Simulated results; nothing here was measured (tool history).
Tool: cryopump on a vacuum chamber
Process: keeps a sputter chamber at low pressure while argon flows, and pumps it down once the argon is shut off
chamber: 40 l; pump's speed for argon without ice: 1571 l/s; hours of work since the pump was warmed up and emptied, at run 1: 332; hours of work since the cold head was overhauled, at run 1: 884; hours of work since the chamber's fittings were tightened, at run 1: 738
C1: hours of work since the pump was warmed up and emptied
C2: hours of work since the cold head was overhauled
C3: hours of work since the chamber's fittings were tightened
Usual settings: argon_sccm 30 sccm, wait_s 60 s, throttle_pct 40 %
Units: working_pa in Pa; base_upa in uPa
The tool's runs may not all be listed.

run 1 hour=0 | argon_sccm=30 wait_s=60 throttle_pct=40 | C1=332 C2=884 C3=738 | working_pa=0.0884 base_upa=2.39
run 2 hour=28.2 | argon_sccm=30 wait_s=60 throttle_pct=40 | C1=344 C2=896 C3=750 | working_pa=0.0888 base_upa=2.38
run 3 hour=85.1 | argon_sccm=30 wait_s=246 throttle_pct=40 | C1=367 C2=919 C3=773 | working_pa=0.0908 base_upa=1.82
run 4 hour=141.6 | argon_sccm=30 wait_s=246 throttle_pct=40 | C1=391 C2=943 C3=797 | working_pa=0.0912 base_upa=1.85
run 5 hour=195.8 | argon_sccm=30 wait_s=246 throttle_pct=40 | C1=413 C2=965 C3=820 | working_pa=0.0913 base_upa=1.94
run 6 hour=229.5 | argon_sccm=30 wait_s=31 throttle_pct=40 | C1=428 C2=979 C3=834 | working_pa=0.0909 base_upa=3.25
run 7 hour=280.6 | argon_sccm=30 wait_s=60 throttle_pct=40 | C1=449 C2=1001 C3=855 | working_pa=0.0931 base_upa=2.68
run 8 hour=333.4 | argon_sccm=21 wait_s=60 throttle_pct=40 | C1=471 C2=1023 C3=877 | working_pa=0.0652 base_upa=2.69
run 9 hour=365.4 | argon_sccm=30 wait_s=70 throttle_pct=40 | C1=484 C2=1036 C3=890 | working_pa=0.0924 base_upa=2.65
run 10 hour=412.6 | argon_sccm=30 wait_s=60 throttle_pct=40 | C1=504 C2=1056 C3=910 | working_pa=0.0936 base_upa=2.85
run 11 hour=445.4 | argon_sccm=30 wait_s=60 throttle_pct=40 | C1=518 C2=1069 C3=924 | working_pa=0.0948 base_upa=2.86
-- hour=489.2 pump warmed up, emptied and cooled again
run 12 hour=504.8 | argon_sccm=30 wait_s=60 throttle_pct=40 | C1=7 C2=1092 C3=946 | working_pa=0.0814 base_upa=2.34
run 13 hour=550 | argon_sccm=25 wait_s=45 throttle_pct=21 | C1=25 C2=1111 C3=965 | working_pa=0.1289 base_upa=2.61
run 14 hour=585.2 | argon_sccm=25 wait_s=45 throttle_pct=21 | C1=40 C2=1126 C3=980 | working_pa=0.1299 base_upa=2.72
run 15 hour=639.7 | argon_sccm=15 wait_s=20 throttle_pct=40 | C1=63 C2=1148 C3=1003 | working_pa=0.0409 base_upa=4.18
run 16 hour=693.3 | argon_sccm=15 wait_s=20 throttle_pct=40 | C1=85 C2=1171 C3=1025 | working_pa=0.0414 base_upa=4.18
-- hour=713.4 leaking fittings of the chamber tightened, without venting
run 17 hour=755.2 | argon_sccm=15 wait_s=20 throttle_pct=40 | C1=110 C2=1196 C3=17 | working_pa=0.0409 base_upa=2.78
run 18 hour=817.6 | argon_sccm=20 wait_s=60 throttle_pct=37 | C1=136 C2=1222 C3=43 | working_pa=0.0611 base_upa=1.2
run 19 hour=850 | argon_sccm=20 wait_s=60 throttle_pct=37 | C1=150 C2=1235 C3=57 | working_pa=0.0599 base_upa=1.21
run 20 hour=910.7 | argon_sccm=39 wait_s=148 throttle_pct=30 | C1=175 C2=1260 C3=82 | working_pa=0.1458 base_upa=0.74
run 21 hour=966.8 | argon_sccm=59 wait_s=21 throttle_pct=16 | C1=198 C2=1284 C3=106 | working_pa=0.4058 base_upa=2.86
run 22 hour=1027.7 | argon_sccm=47 wait_s=49 throttle_pct=21 | C1=224 C2=1309 C3=131 | working_pa=0.249 base_upa=1.51
run 23 hour=1091.5 | argon_sccm=47 wait_s=49 throttle_pct=21 | C1=250 C2=1336 C3=158 | working_pa=0.2478 base_upa=1.57
run 24 hour=1129 | argon_sccm=27 wait_s=173 throttle_pct=34 | C1=266 C2=1351 C3=173 | working_pa=0.0902 base_upa=0.82

4 ways to go on from here, each from the tool as it stands after run 24. What would each give?
run A hour=1158.5 | argon_sccm=41 wait_s=60 throttle_pct=19 | C1=278 C2=1364 C3=186 | working_pa=? base_upa=?
run B hour=1158.5 | argon_sccm=35 wait_s=90 throttle_pct=36 | C1=278 C2=1364 C3=186 | working_pa=? base_upa=?
run C hour=1158.5 | argon_sccm=27 wait_s=195 throttle_pct=52 | C1=278 C2=1364 C3=186 | working_pa=? base_upa=?
run D hour=1158.5 | argon_sccm=37 wait_s=60 throttle_pct=40 | C1=278 C2=1364 C3=186 | working_pa=? base_upa=?

run=A working_pa=0.2409 base_upa=1.48
run=B working_pa=0.1106 base_upa=1.16
run=C working_pa=0.0614 base_upa=0.86
run=D working_pa=0.1064 base_upa=1.46
Without the tool's hidden state the same runs would have given:
run=A working_pa=0.2326 base_upa=1.06
run=B working_pa=0.1035 base_upa=0.76
run=C working_pa=0.0559 base_upa=0.44
run=D working_pa=0.0989 base_upa=1.05
